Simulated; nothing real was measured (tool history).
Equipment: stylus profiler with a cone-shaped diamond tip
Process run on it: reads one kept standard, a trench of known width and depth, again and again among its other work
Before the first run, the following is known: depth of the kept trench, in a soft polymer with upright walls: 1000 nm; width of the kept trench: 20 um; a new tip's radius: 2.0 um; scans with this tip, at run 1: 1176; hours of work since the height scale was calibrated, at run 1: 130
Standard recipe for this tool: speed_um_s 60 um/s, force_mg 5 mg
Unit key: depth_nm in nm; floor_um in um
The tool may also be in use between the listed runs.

| run | hour | speed_um_s | force_mg | scans with this tip | hours of work since the height scale was calibrated | depth_nm | floor_um |
|---|---|---|---|---|---|---|---|
| 1 | 0 | 60 | 5 | 1176 | 130 | 1018.32 | 16.07 |
| 2 | 15.2 | 60 | 5 | 1256 | 139 | 1018.31 | 15.97 |
| 3 | 36.4 | 60 | 5 | 1367 | 152 | 1018.78 | 16.06 |
| 4 | 52.6 | 60 | 5 | 1452 | 161 | 1018.23 | 15.97 |
| 5 | 69.7 | 60 | 5 | 1541 | 171 | 1017.97 | 15.96 |
|  | 72.1 | height scale calibrated on a step standard |
| 6 | 85.7 | 60 | 5 | 1622 | 8 | 1018.96 | 15.96 |
| 7 | 102.9 | 60 | 3.87 | 1712 | 18 | 1015.71 | 15.91 |
|  | 108.8 | height scale calibrated on a step standard, once more |
| 8 | 124.7 | 39 | 1.74 | 1824 | 9 | 1009.42 | 15.85 |

For run 9, what comes out?
| 9 | 137.2 | 24 | 2.98 | 1890 | 17 | ? | ? |

Run 9 yielded depth_nm 1013.6 nm, floor_um 15.93 um.
On a tool with no hidden condition, and with the same random variation, this run would have come out at depth_nm 1013.13 nm, floor_um 16.42 um.
